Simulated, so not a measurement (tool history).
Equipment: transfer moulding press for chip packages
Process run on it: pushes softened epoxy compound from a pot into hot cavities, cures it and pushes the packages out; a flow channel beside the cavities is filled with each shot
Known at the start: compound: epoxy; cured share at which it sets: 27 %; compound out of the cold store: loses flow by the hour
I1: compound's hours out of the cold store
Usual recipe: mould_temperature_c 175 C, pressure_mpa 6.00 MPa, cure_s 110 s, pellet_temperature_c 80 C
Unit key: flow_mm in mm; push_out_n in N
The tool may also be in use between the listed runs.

run 1 hour=0.0 | mould_temperature_c=175 pressure_mpa=6.00 cure_s=110 pellet_temperature_c=80 | I1=25.8 | flow_mm=841 push_out_n=426
run 2 hour=10.4 | mould_temperature_c=172 pressure_mpa=6.00 cure_s=110 pellet_temperature_c=80 | I1=13.9 | flow_mm=885 push_out_n=582
run 3 hour=23.8 | mould_temperature_c=172 pressure_mpa=6.00 cure_s=110 pellet_temperature_c=80 | I1=43.9 | flow_mm=773 push_out_n=597
-- hour=28.6 plunger's sealing rings changed
run 4 hour=37.7 | mould_temperature_c=172 pressure_mpa=6.00 cure_s=110 pellet_temperature_c=80 | I1=41.9 | flow_mm=814 push_out_n=660
run 5 hour=50.6 | mould_temperature_c=172 pressure_mpa=6.00 cure_s=110 pellet_temperature_c=80 | I1=36.7 | flow_mm=830 push_out_n=687
run 6 hour=64.0 | mould_temperature_c=175 pressure_mpa=6.00 cure_s=110 pellet_temperature_c=80 | I1=37.1 | flow_mm=818 push_out_n=564
-- hour=67.7 mould's thermocouples calibrated
run 7 hour=84.5 | mould_temperature_c=175 pressure_mpa=6.00 cure_s=110 pellet_temperature_c=80 | I1=35.8 | flow_mm=825 push_out_n=602
-- hour=92.0 cavities cleaned with cleaning compound and waxed
run 8 hour=99.4 | mould_temperature_c=175 pressure_mpa=6.00 cure_s=110 pellet_temperature_c=80 | I1=45.5 | flow_mm=794 push_out_n=375
run 9 hour=116.7 | mould_temperature_c=175 pressure_mpa=4.60 cure_s=110 pellet_temperature_c=80 | I1=37.5 | flow_mm=717 push_out_n=459
run 10 hour=134.6 | mould_temperature_c=175 pressure_mpa=4.60 cure_s=110 pellet_temperature_c=80 | I1=20.6 | flow_mm=753 push_out_n=544
-- hour=137.7 mould's thermocouples calibrated, once more
run 11 hour=155.2 | mould_temperature_c=174 pressure_mpa=4.60 cure_s=110 pellet_temperature_c=80 | I1=16.7 | flow_mm=774 push_out_n=622
run 12 hour=164.5 | mould_temperature_c=174 pressure_mpa=4.60 cure_s=110 pellet_temperature_c=80 | I1=33.6 | flow_mm=714 push_out_n=624
run 13 hour=177.7 | mould_temperature_c=175 pressure_mpa=6.00 cure_s=110 pellet_temperature_c=73 | I1=15.9 | flow_mm=879 push_out_n=638
run 14 hour=188.6 | mould_temperature_c=175 pressure_mpa=6.00 cure_s=110 pellet_temperature_c=73 | I1=27.1 | flow_mm=841 push_out_n=650
-- hour=194.1 cavities cleaned with cleaning compound and waxed
run 15 hour=205.9 | mould_temperature_c=175 pressure_mpa=6.00 cure_s=110 pellet_temperature_c=73 | I1=18.5 | flow_mm=867 push_out_n=426
run 16 hour=216.9 | mould_temperature_c=175 pressure_mpa=6.07 cure_s=110 pellet_temperature_c=73 | I1=26.4 | flow_mm=842 push_out_n=482
run 17 hour=225.6 | mould_temperature_c=175 pressure_mpa=6.07 cure_s=110 pellet_temperature_c=73 | I1=23.0 | flow_mm=855 push_out_n=516
run 18 hour=235.8 | mould_temperature_c=169 pressure_mpa=5.33 cure_s=91 pellet_temperature_c=73 | I1=44.4 | flow_mm=744 push_out_n=1189
run 19 hour=249.5 | mould_temperature_c=169 pressure_mpa=5.33 cure_s=97 pellet_temperature_c=77 | I1=15.7 | flow_mm=832 push_out_n=1179
run 20 hour=259.5 | mould_temperature_c=178 pressure_mpa=5.33 cure_s=97 pellet_temperature_c=74 | I1=28.5 | flow_mm=775 push_out_n=649
-- hour=263.9 plunger's sealing rings changed
run 21 hour=281.0 | mould_temperature_c=178 pressure_mpa=5.33 cure_s=97 pellet_temperature_c=74 | I1=42.3 | flow_mm=744 push_out_n=668
-- hour=297.0 cavities cleaned with cleaning compound and waxed
run 22 hour=297.3 | mould_temperature_c=178 pressure_mpa=5.33 cure_s=97 pellet_temperature_c=74 | I1=41.8 | flow_mm=747 push_out_n=360
run 23 hour=312.6 | mould_temperature_c=178 pressure_mpa=5.33 cure_s=97 pellet_temperature_c=74 | I1=9.4 | flow_mm=856 push_out_n=489
run 24 hour=330.5 | mould_temperature_c=178 pressure_mpa=5.33 cure_s=97 pellet_temperature_c=74 | I1=35.8 | flow_mm=765 push_out_n=539
run 25 hour=338.7 | mould_temperature_c=182 pressure_mpa=6.00 cure_s=137 pellet_temperature_c=80 | I1=37.9 | flow_mm=792 push_out_n=404
run 26 hour=357.6 | mould_temperature_c=182 pressure_mpa=6.00 cure_s=102 pellet_temperature_c=78 | I1=18.5 | flow_mm=861 push_out_n=505
run 27 hour=374.7 | mould_temperature_c=182 pressure_mpa=6.00 cure_s=102 pellet_temperature_c=78 | I1=19.5 | flow_mm=857 push_out_n=507
run 28 hour=384.5 | mould_temperature_c=175 pressure_mpa=6.00 cure_s=110 pellet_temperature_c=71 | I1=42.2 | flow_mm=789 push_out_n=623
-- hour=398.3 cavities cleaned with cleaning compound and waxed
run 29 hour=404.9 | mould_temperature_c=183 pressure_mpa=4.98 cure_s=110 pellet_temperature_c=71 | I1=34.0 | flow_mm=728 push_out_n=294

For each run, the measured value with the value that run would have given without the tool's hidden condition subtracted. The run-to-run variation is shared by both, the gauge scatter possibly not:
Unlogged tool condition in this case: true mould temperature over the reading, C; pressure that reaches the compound, % of what is set; grip of the stained cavities, % over clean ones'; drift of the gauge itself on flow_mm, %; drift of the gauge itself on push_out_n, %.
run=1 flow_mm=-29 push_out_n=+69
run=2 flow_mm=-32 push_out_n=+134
run=3 flow_mm=-30 push_out_n=+186
run=4 flow_mm=-3 push_out_n=+234
run=5 flow_mm=-4 push_out_n=+268
run=6 flow_mm=-5 push_out_n=+236
run=7 flow_mm=-9 push_out_n=+262
run=8 flow_mm=-10 push_out_n=+30
run=9 flow_mm=-11 push_out_n=+110
run=10 flow_mm=-14 push_out_n=+172
run=11 flow_mm=-16 push_out_n=+244
run=12 flow_mm=-16 push_out_n=+255
run=13 flow_mm=-22 push_out_n=+275
run=14 flow_mm=-22 push_out_n=+287
run=15 flow_mm=-26 push_out_n=+69
run=16 flow_mm=-26 push_out_n=+120
run=17 flow_mm=-28 push_out_n=+153
run=18 flow_mm=-26 push_out_n=+406
run=19 flow_mm=-31 push_out_n=+449
run=20 flow_mm=-30 push_out_n=+263
run=21 flow_mm=-7 push_out_n=+288
run=22 flow_mm=-9 push_out_n=-3
run=23 flow_mm=-13 push_out_n=+88
run=24 flow_mm=-14 push_out_n=+160
run=25 flow_mm=-16 push_out_n=+139
run=26 flow_mm=-19 push_out_n=+200
run=27 flow_mm=-22 push_out_n=+219
run=28 flow_mm=-22 push_out_n=+271
run=29 flow_mm=-23 push_out_n=+36
